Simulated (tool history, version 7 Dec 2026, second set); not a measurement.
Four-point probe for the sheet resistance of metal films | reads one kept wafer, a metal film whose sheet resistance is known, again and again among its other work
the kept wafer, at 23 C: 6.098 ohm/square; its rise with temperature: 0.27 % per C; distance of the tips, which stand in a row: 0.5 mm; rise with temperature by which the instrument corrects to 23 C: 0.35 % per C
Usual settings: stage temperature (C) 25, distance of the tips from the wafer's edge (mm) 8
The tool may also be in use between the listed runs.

run	hour	stage temperature (C)	distance of the tips from the wafer's edge (mm)	sheet resistance as the instrument gives it (ohm/square)
1	0	25	8	6.078286
2	50.5	25	8	6.076902
3	101.9	25	8	6.078503
4	141	25	8	6.075785
5	181.8	25	8	6.075884
6	225.1	25	8	6.07543
7	271.7	25	8	6.073916
8	321.5	25	8	6.073028
9	350.8	25	8	6.074118
10	392	25	8	6.071785
# hour 395.3: stage's thermometer calibrated
11	422.5	25	8	6.074211
12	466.3	30	5	6.065386
13	508	30	5	6.06756
# hour 544.4: stage's thermometer calibrated, once more
14	552.7	32	9	6.043084
15	598.9	19	70	6.091951
16	623.4	35	39	6.020229
17	663.5	35	39	6.019188
18	701	35	39	6.018159
19	749.8	25	4	6.112571

3 ways to go on from here, each from the tool as it stands after run 19. What would each give?
A	789	25	32	?
B	789	20	6	?
C	789	25	7	?

run	sheet resistance as the instrument gives it (ohm/square)
A	6.06176
B	6.110401
C	6.074046
Without the tool's hidden state the same runs would have given:
run	sheet resistance as the instrument gives it (ohm/square)
A	6.089385
B	6.138236
C	6.101721
